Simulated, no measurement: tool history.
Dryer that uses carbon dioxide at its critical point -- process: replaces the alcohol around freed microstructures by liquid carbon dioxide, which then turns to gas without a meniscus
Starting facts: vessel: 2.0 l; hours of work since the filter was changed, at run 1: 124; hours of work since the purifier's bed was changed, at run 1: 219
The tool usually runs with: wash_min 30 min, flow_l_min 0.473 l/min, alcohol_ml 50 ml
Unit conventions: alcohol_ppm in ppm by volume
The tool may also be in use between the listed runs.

| run | hour | wash_min | flow_l_min | alcohol_ml | hours of work since the filter was changed | hours of work since the purifier's bed was changed | alcohol_ppm |
|---|---|---|---|---|---|---|---|
| 1 | 0.0 | 30 | 0.473 | 50 | 124 | 219 | 53 |
| 2 | 21.3 | 30 | 0.675 | 50 | 137 | 233 | 22 |
| 3 | 67.1 | 30 | 0.675 | 50 | 166 | 261 | 28 |
| 4 | 101.4 | 30 | 0.675 | 50 | 187 | 282 | 33 |
| 5 | 122.6 | 30 | 0.315 | 50 | 200 | 296 | 333 |
| 6 | 151.1 | 44 | 0.315 | 50 | 218 | 313 | 59 |
| 7 | 198.0 | 44 | 0.315 | 50 | 247 | 342 | 72 |
| 8 | 219.7 | 44 | 0.315 | 109 | 260 | 356 | 124 |
| 9 | 247.8 | 44 | 0.315 | 109 | 278 | 373 | 133 |
| 10 | 287.0 | 44 | 0.315 | 109 | 302 | 398 | 126 |
| 11 | 313.6 | 30 | 0.473 | 72 | 319 | 414 | 80 |
| 12 | 361.2 | 36 | 0.473 | 34 | 348 | 444 | 45 |
| 13 | 399.3 | 30 | 0.567 | 45 | 372 | 467 | 55 |
| 14 | 448.8 | 28 | 0.473 | 50 | 402 | 498 | 111 |
| 15 | 499.8 | 19 | 0.473 | 50 | 434 | 530 | 434 |
| 16 | 551.3 | 19 | 0.378 | 50 | 466 | 562 | 1007 |
| 17 | 593.1 | 19 | 0.378 | 50 | 492 | 588 | 980 |
| 18 | 630.8 | 19 | 0.378 | 50 | 515 | 611 | 1043 |
|  | 655.3 | inlet filter changed |
| 19 | 662.9 | 39 | 0.473 | 103 | 5 | 630 | 71 |
| 20 | 714.6 | 19 | 0.465 | 83 | 37 | 662 | 647 |
| 21 | 741.7 | 41 | 0.566 | 28 | 54 | 679 | 66 |
| 22 | 766.6 | 31 | 0.566 | 28 | 69 | 695 | 66 |

5 options for the next run, each taken on its own from the tool as it stands now. Forecast them:
| A | 798.6 | 29 | 0.663 | 44 | 89 | 715 | ? |
| B | 798.6 | 31 | 0.654 | 28 | 89 | 715 | ? |
| C | 798.6 | 31 | 0.566 | 23 | 89 | 715 | ? |
| D | 798.6 | 47 | 0.357 | 46 | 89 | 715 | ? |
| E | 798.6 | 40 | 0.498 | 23 | 89 | 715 | ? |

| run | alcohol_ppm |
|---|---|
| A | 67 |
| B | 72 |
| C | 68 |
| D | 79 |
| E | 69 |
With no hidden state in the tool, these same runs would have given:
| run | alcohol_ppm |
|---|---|
| A | 3 |
| B | 8 |
| C | 6 |
| D | 14 |
| E | 6 |

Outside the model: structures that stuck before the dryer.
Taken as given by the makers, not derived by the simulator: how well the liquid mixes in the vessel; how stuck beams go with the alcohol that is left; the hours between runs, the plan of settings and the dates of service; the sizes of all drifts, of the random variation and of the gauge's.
